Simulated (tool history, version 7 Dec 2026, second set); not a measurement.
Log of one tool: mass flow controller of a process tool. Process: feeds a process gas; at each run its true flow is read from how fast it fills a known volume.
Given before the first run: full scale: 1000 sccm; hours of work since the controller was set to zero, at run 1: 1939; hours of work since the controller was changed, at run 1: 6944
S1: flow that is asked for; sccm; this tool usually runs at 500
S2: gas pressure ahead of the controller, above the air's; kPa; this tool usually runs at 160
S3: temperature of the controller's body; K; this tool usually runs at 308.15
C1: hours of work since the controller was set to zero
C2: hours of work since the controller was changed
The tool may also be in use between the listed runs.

run 1 hour=0 | S1=500 S2=160 S3=308.15 | C1=1939 C2=6944 | true_flow_(%)=97.39
run 2 hour=422.9 | S1=150 S2=160 S3=308.15 | C1=2191 C2=7196 | true_flow_(%)=97.59
run 3 hour=631.7 | S1=500 S2=160 S3=308.15 | C1=2316 C2=7320 | true_flow_(%)=97.33
run 4 hour=956.9 | S1=500 S2=160 S3=308.15 | C1=2509 C2=7514 | true_flow_(%)=97.32
run 5 hour=1314.3 | S1=500 S2=160 S3=308.15 | C1=2722 C2=7727 | true_flow_(%)=97.35
run 6 hour=1556.8 | S1=500 S2=160 S3=308.15 | C1=2867 C2=7871 | true_flow_(%)=97.24
run 7 hour=1869.4 | S1=500 S2=160 S3=308.15 | C1=3053 C2=8057 | true_flow_(%)=97.23
run 8 hour=2090.3 | S1=500 S2=160 S3=308.15 | C1=3184 C2=8189 | true_flow_(%)=97.24
run 9 hour=2297 | S1=500 S2=160 S3=308.15 | C1=3307 C2=8312 | true_flow_(%)=97.26
run 10 hour=2501 | S1=500 S2=160 S3=308.15 | C1=3429 C2=8434 | true_flow_(%)=97.32
run 11 hour=2737.6 | S1=500 S2=160 S3=308.15 | C1=3570 C2=8575 | true_flow_(%)=97.23
run 12 hour=3150.3 | S1=500 S2=160 S3=308.15 | C1=3816 C2=8820 | true_flow_(%)=97.13
run 13 hour=3413.4 | S1=322 S2=160 S3=308.15 | C1=3972 C2=8977 | true_flow_(%)=97.37
run 14 hour=3776.9 | S1=500 S2=160 S3=305.15 | C1=4189 C2=9194 | true_flow_(%)=97.24
run 15 hour=4194.4 | S1=500 S2=160 S3=295.15 | C1=4438 C2=9442 | true_flow_(%)=97.7
-- hour=4225.4 controller's zero set anew
run 16 hour=4431.6 | S1=102 S2=160 S3=308.15 | C1=123 C2=9583 | true_flow_(%)=100.43
run 17 hour=4839.6 | S1=241 S2=160 S3=308.15 | C1=366 C2=9826 | true_flow_(%)=97.9
run 18 hour=5033.7 | S1=316 S2=160 S3=308.15 | C1=481 C2=9942 | true_flow_(%)=97.68
run 19 hour=5245.4 | S1=500 S2=160 S3=294.15 | C1=608 C2=10068 | true_flow_(%)=97.8
-- hour=5416.5 controller's zero set anew, once more
run 20 hour=5686 | S1=500 S2=160 S3=308.15 | C1=161 C2=10330 | true_flow_(%)=96.41
run 21 hour=6025.6 | S1=500 S2=160 S3=308.15 | C1=363 C2=10532 | true_flow_(%)=96.3
run 22 hour=6472.6 | S1=500 S2=160 S3=308.15 | C1=629 C2=10799 | true_flow_(%)=96.28
run 23 hour=6716.1 | S1=500 S2=160 S3=308.15 | C1=774 C2=10944 | true_flow_(%)=96.33
run 24 hour=6991 | S1=500 S2=160 S3=308.15 | C1=938 C2=11107 | true_flow_(%)=96.26
run 25 hour=7447.8 | S1=500 S2=160 S3=308.15 | C1=1210 C2=11379 | true_flow_(%)=96.2
run 26 hour=7738.4 | S1=511 S2=209 S3=303.15 | C1=1383 C2=11553 | true_flow_(%)=96.85
run 27 hour=8060.4 | S1=500 S2=262 S3=294.15 | C1=1575 C2=11744 | true_flow_(%)=97.48
run 28 hour=8355.3 | S1=500 S2=262 S3=294.15 | C1=1750 C2=11920 | true_flow_(%)=97.53
run 29 hour=8754.5 | S1=1000 S2=223 S3=312.15 | C1=1988 C2=12158 | true_flow_(%)=97.42
run 30 hour=8996.3 | S1=1000 S2=223 S3=312.15 | C1=2132 C2=12302 | true_flow_(%)=97.53
run 31 hour=9444.8 | S1=1000 S2=223 S3=309.15 | C1=2399 C2=12569 | true_flow_(%)=97.37
run 32 hour=9724.4 | S1=401 S2=224 S3=311.15 | C1=2566 C2=12736 | true_flow_(%)=96.59
run 33 hour=9932.9 | S1=401 S2=224 S3=311.15 | C1=2690 C2=12860 | true_flow_(%)=96.42
run 34 hour=10271 | S1=344 S2=192 S3=312.15 | C1=2892 C2=13061 | true_flow_(%)=96.27
run 35 hour=10647.8 | S1=269 S2=192 S3=304.15 | C1=3116 C2=13286 | true_flow_(%)=96.48
run 36 hour=10977.3 | S1=220 S2=227 S3=308.15 | C1=3312 C2=13482 | true_flow_(%)=96.77
run 37 hour=11302.6 | S1=220 S2=227 S3=308.15 | C1=3506 C2=13676 | true_flow_(%)=96.66
run 38 hour=11690.9 | S1=118 S2=160 S3=304.15 | C1=3737 C2=13907 | true_flow_(%)=97.27
-- hour=11832.6 controller exchanged for a calibrated one
run 39 hour=12119.6 | S1=500 S2=223 S3=302.15 | C1=171 C2=171 | true_flow_(%)=99.17
run 40 hour=12429.9 | S1=500 S2=237 S3=308.15 | C1=356 C2=356 | true_flow_(%)=99.08
run 41 hour=12766.5 | S1=158 S2=180 S3=308.15 | C1=556 C2=556 | true_flow_(%)=98.16
run 42 hour=13015.8 | S1=158 S2=180 S3=308.15 | C1=705 C2=705 | true_flow_(%)=98.19
run 43 hour=13298.5 | S1=500 S2=151 S3=296.15 | C1=873 C2=873 | true_flow_(%)=98.58
run 44 hour=13563.6 | S1=106 S2=151 S3=305.15 | C1=1031 C2=1031 | true_flow_(%)=98.24
run 45 hour=13860.9 | S1=106 S2=151 S3=305.15 | C1=1208 C2=1208 | true_flow_(%)=98.32
run 46 hour=14223.1 | S1=106 S2=151 S3=303.15 | C1=1424 C2=1424 | true_flow_(%)=98.42
run 47 hour=14447.1 | S1=117 S2=262 S3=295.15 | C1=1557 C2=1557 | true_flow_(%)=99.71

Below are 3 alternative next runs, each starting from the tool's condition after run 47. Predict each:
run A hour=14879.9 | S1=826 S2=262 S3=295.15 | C1=1815 C2=1815 | true_flow_(%)=?
run B hour=14879.9 | S1=237 S2=161 S3=295.15 | C1=1815 C2=1815 | true_flow_(%)=?
run C hour=14879.9 | S1=178 S2=262 S3=293.15 | C1=1815 C2=1815 | true_flow_(%)=?

run=A true_flow_(%)=100.15
run=B true_flow_(%)=98.68
run=C true_flow_(%)=99.64
With no hidden state in the tool, these same runs would have given:
run=A true_flow_(%)=100.3
run=B true_flow_(%)=98.36
run=C true_flow_(%)=99.1
